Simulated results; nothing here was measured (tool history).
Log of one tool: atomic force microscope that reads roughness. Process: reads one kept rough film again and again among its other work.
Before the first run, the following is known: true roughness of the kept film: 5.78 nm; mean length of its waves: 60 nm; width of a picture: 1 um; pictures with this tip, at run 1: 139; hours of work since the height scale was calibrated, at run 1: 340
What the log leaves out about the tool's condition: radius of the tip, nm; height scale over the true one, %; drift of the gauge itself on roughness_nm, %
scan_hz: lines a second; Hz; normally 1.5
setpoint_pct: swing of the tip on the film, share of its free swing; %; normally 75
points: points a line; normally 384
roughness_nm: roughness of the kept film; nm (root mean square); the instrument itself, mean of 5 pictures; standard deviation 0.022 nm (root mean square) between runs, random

run	day	scan_hz	setpoint_pct	points	pictures with this tip	hours of work since the height scale was calibrated	roughness_nm
1	0	1.5	75	384	139	340	5.346
2	1.712	1.5	75	384	182	358	5.327
3	2.558	1.5	75	384	204	367	5.343
# day 3.288: new tip fitted
4	4.292	1.5	75	954	26	385	5.349
5	5.671	1.5	75	384	61	399	5.323
6	7.042	1.5	75	739	96	413	5.361
7	8.65	1.5	75	384	137	430	5.341
8	9.408	1.5	75	384	157	438	5.352
9	10.3	1.47	75	384	179	447	5.329
10	11.875	3.79	87	693	220	464	4.796
# day 12: new tip fitted
11	12.85	1.21	55	522	22	473	5.49
12	14.246	1.21	55	522	58	488	5.473
13	15.196	1.21	55	522	82	498	5.508
14	16.938	2.17	75	384	127	516	5.309

3 options for the next run, each taken on its own from the tool as it stands now. Forecast them:
A	18.475	2.29	73	772	166	532	?
B	18.475	1.14	89	265	166	532	?
C	18.475	2.17	75	355	166	532	?

run	roughness_nm
A	5.3
B	5.232
C	5.287
Without the tool's hidden state the same runs would have given:
run	roughness_nm
A	5.311
B	5.242
C	5.298

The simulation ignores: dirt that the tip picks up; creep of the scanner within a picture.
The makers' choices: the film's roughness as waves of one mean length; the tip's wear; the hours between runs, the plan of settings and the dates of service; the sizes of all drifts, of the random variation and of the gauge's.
